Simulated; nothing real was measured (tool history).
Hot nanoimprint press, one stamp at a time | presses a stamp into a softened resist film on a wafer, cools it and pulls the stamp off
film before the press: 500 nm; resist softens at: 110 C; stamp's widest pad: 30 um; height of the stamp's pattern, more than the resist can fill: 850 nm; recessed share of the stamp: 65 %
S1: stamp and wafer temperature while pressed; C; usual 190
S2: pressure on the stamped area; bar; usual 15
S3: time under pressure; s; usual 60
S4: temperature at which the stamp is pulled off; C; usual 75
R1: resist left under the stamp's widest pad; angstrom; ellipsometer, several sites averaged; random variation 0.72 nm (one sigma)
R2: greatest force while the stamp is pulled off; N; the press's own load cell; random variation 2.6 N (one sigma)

Run 1, day 0: usual settings. Result: R1 2895 angstrom, R2 132 N.
Run 2, day 1.638: usual settings. Result: R1 2901 angstrom, R2 143 N.
Run 3, day 3.079: usual settings. Result: R1 2910 angstrom, R2 144 N.
At day 5.046: stamp cleaned and given a new release coat.
Run 4, day 5.108: usual settings. Result: R1 2895 angstrom, R2 119 N.
Run 5, day 6.675: usual settings. Result: R1 2904 angstrom, R2 119 N.
Run 6, day 8.171: usual settings. Result: R1 2898 angstrom, R2 129 N.
Run 7, day 8.946: usual settings but S1 191 C. Result: R1 2817 angstrom, R2 120 N.
Run 8, day 10.579: usual settings but S1 191 C. Result: R1 2811 angstrom, R2 131 N.
Run 9, day 11.812: usual settings but S1 198 C. Result: R1 2279 angstrom, R2 135 N.
Run 10, day 12.804: usual settings but S1 198 C. Result: R1 2278 angstrom, R2 138 N.
Run 11, day 13.654: usual settings but S1 198 C. Result: R1 2284 angstrom, R2 144 N.
Run 12, day 14.929: usual settings but S1 198 C. Result: R1 2274 angstrom, R2 142 N.
Run 13, day 15.675: usual settings but S1 198 C. Result: R1 2272 angstrom, R2 147 N.
Run 14, day 16.967: usual settings but S1 198 C. Result: R1 2277 angstrom, R2 147 N.
Run 15, day 18.142: usual settings but S1 198 C. Result: R1 2269 angstrom, R2 153 N.

The next listed run, before its measurement:
At day 18.783: stamp cleaned and given a new release coat.
Run 16, day 19.933: usual settings but S1 200 C, S2 23.7 bar, S3 108 s. Result: R1 ?, R2 ?.

R1: 1369 angstrom
R2: 115 N
Without the tool's hidden state the same run would have given R1 1323 angstrom, R2 113 N.
